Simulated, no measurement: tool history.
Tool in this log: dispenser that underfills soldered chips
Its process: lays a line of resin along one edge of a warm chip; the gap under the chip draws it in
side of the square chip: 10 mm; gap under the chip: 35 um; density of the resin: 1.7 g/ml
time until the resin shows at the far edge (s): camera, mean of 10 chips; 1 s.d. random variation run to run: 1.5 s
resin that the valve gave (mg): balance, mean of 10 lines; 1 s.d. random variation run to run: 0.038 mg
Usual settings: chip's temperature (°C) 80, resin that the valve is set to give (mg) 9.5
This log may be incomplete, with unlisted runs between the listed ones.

| run | hour | chip's temperature (°C) | resin that the valve is set to give (mg) | time until the resin shows at the far edge (s) | resin that the valve gave (mg) |
|---|---|---|---|---|---|
| 1 | 0 | 80 | 9.5 | 277.8 | 9.13 |
|  | 1.7 | new syringe of resin |
| 2 | 5.1 | 80 | 9.5 | 177.3 | 9.15 |
| 3 | 9.9 | 78 | 9.5 | 243.3 | 9.1 |
|  | 17 | new syringe of resin |
| 4 | 18.2 | 78 | 9.5 | 177 | 9 |
|  | 22 | dispensing valve cleaned and set on the balance |
| 5 | 27.5 | 78 | 9.5 | 264.3 | 9.5 |
|  | 33.6 | new syringe of resin |
| 6 | 33.8 | 78 | 9.5 | 167.8 | 9.48 |
| 7 | 40.2 | 78 | 9.5 | 223.2 | 9.5 |
| 8 | 45.2 | 78 | 10.07 | 285 | 9.96 |
|  | 48.5 | new syringe of resin |
| 9 | 53.5 | 90 | 12.15 | 111.8 | 11.96 |
| 10 | 61.3 | 78 | 8.13 | 315 | 8.04 |
|  | 63.7 | new syringe of resin |
| 11 | 65.8 | 65 | 10.04 | 360.4 | 9.9 |
| 12 | 75.2 | 76 | 11.72 | 312.6 | 11.44 |
|  | 78.6 | new syringe of resin |
| 13 | 83.4 | 85 | 9.5 | 146.6 | 9.27 |
| 14 | 88.1 | 80 | 9.27 | 235.2 | 9.04 |

What if the next run were any one of these 3? Each begins from the tool's condition after run 14:
| A | 92.4 | 65 | 8.27 | ? | ? |
| B | 92.4 | 90 | 9.15 | ? | ? |
| C | 92.4 | 74 | 9.75 | ? | ? |

| run | time until the resin shows at the far edge (s) | resin that the valve gave (mg) |
|---|---|---|
| A | 663.9 | 8.01 |
| B | 180.2 | 8.89 |
| C | 404.2 | 9.46 |
What these runs would have given with no unlogged condition in the tool:
| run | time until the resin shows at the far edge (s) | resin that the valve gave (mg) |
|---|---|---|
| A | 341.5 | 8.24 |
| B | 92.5 | 9.13 |
| C | 208.4 | 9.73 |
